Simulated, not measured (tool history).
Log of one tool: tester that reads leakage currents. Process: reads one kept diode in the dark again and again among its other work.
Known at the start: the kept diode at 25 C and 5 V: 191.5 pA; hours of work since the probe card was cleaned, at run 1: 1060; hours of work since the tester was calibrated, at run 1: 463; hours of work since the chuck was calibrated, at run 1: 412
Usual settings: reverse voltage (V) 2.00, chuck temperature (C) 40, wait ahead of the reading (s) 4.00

run,day,reverse voltage (V),chuck temperature (C),wait ahead of the reading (s),hours of work since the probe card was cleaned,hours of work since the tester was calibrated,hours of work since the chuck was calibrated,current that the tester gives (pA)
1,0.000,2.00,40,4.00,1060,463,412,413.15
2,1.258,2.00,50,4.00,1073,476,426,832.97
3,1.792,2.00,40,7.59,1079,482,431,412.68
4,2.404,2.00,40,7.59,1085,488,438,412.25
5,3.392,2.00,40,4.00,1096,499,448,411.34
6,4.267,2.00,40,4.00,1105,508,458,412.68
# day 4.442: chuck's temperature calibrated
7,5.179,2.00,40,4.00,1114,517,8,406.71
8,5.746,1.34,21,4.00,1120,523,14,82.44
9,6.379,1.34,21,4.00,1127,530,21,82.45
10,7.042,2.00,33,0.51,1134,537,28,242.52
11,7.642,1.19,20,9.62,1140,543,34,72.67

4 ways to go on from here, each from the tool as it stands after run 11. What would each give?
# day 8.454: chuck's temperature calibrated, once more
A,8.996,19.57,40,4.00,1154,556,6,?
# day 8.454: chuck's temperature calibrated, once more
B,8.996,7.53,40,1.15,1154,556,6,?
# day 8.454: chuck's temperature calibrated, once more
C,8.996,2.00,40,5.40,1154,556,6,?
# day 8.454: chuck's temperature calibrated, once more
D,8.996,2.45,25,6.59,1154,556,6,?

run,current that the tester gives (pA)
A,956.34
B,688.43
C,437.85
D,151.82
Without the tool's hidden state the same runs would have given:
run,current that the tester gives (pA)
A,947.72
B,684.41
C,436.23
D,150.57
